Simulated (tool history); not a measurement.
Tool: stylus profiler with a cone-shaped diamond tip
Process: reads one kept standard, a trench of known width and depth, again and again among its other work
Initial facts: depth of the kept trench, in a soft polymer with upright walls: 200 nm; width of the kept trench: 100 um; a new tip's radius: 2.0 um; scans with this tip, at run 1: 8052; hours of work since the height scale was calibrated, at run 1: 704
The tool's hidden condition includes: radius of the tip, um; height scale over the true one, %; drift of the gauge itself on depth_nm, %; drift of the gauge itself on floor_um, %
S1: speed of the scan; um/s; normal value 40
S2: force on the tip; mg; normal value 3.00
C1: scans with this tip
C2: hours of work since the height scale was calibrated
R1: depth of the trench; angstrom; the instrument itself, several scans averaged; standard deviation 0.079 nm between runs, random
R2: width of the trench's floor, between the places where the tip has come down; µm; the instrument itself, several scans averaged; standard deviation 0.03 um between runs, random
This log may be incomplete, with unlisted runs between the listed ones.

run    hour   S1    S2     C1   C2      R1     R2
  1     0.0   40  3.00   8052  704  2011.1  98.03
  2    72.2   40  3.00   8310  755  2009.0  98.00
  3   134.2   40  3.00   8532  799  2008.5  97.99
  4   187.7   40  3.00   8723  836  2008.9  97.99
      207.1  -- height scale calibrated on a step standard
  5   227.7   40  3.00   8865   14  2004.6  98.02
  6   289.2   40  3.00   9085   58  2003.3  97.98
  7   329.6   40  3.00   9229   86  2002.6  97.98
  8   388.6   40  3.00   9441  127  2002.6  97.95
  9   445.9   40  1.17   9646  168  1993.1  97.92
 10   488.5   40  1.17   9798  198  1995.3  97.95
 11   521.4  110  3.00   9916  221  2001.6  97.83
 12   586.7  110  3.00  10150  267  2001.5  97.82
      600.0  -- height scale calibrated on a step standard, once more
 13   650.4   22  3.00  10376   35  2017.7  98.02
 14   723.1   22  3.00  10636   86  2014.0  98.02
 15   783.3   40  3.16  10851  129  2017.0  98.02
 16   851.5   13  3.02  11096  177  2015.6  97.98
 17   886.0   13  3.02  11219  201  2015.0  98.03
 18   917.8   13  3.02  11333  223  2014.9  98.01
 19   963.2   36  3.00  11495  255  2013.9  98.01
 20  1037.2   36  3.00  11760  307  2014.6  97.96
 21  1091.5   36  3.00  11954  345  2013.9  97.96
 22  1136.9   36  3.00  12117  377  2015.2  97.93
 23  1213.0   61  6.20  12389  431  2024.4  97.92
 24  1269.8  131  3.95  12593  470  2016.9  97.77
 25  1320.6  131  3.95  12774  506  2016.6  97.79
 26  1371.7  131  3.95  12957  542  2018.1  97.75
 27  1427.5   30  5.09  13157  581  2018.7  97.95
 28  1497.8   78  5.74  13409  631  2021.1  97.86
 29  1530.2   20  1.89  13525  653  2006.2  97.98
 30  1584.3   20  1.89  13718  691  2007.9  97.89

Consider 5 possible next runs. They are alternatives, not a sequence: every one starts from the tool as it was left by run 30. What does each give?
  A  1658.0  48  1.10  13982  743   ?   ?
  B  1658.0  20  2.85  13982  743   ?   ?
  C  1658.0  89  1.23  13982  743   ?   ?
  D  1658.0  16  1.83  13982  743   ?   ?
  E  1658.0  20  2.53  13982  743   ?   ?

run      R1     R2
  A  2001.0  97.82
  B  2010.6  97.97
  C  2002.7  97.72
  D  2006.4  97.92
  E  2009.1  97.92
What these runs would have given with no unlogged condition in the tool:
run      R1     R2
  A  2007.4  98.11
  B  2017.0  98.25
  C  2009.1  98.00
  D  2012.8  98.20
  E  2015.5  98.20
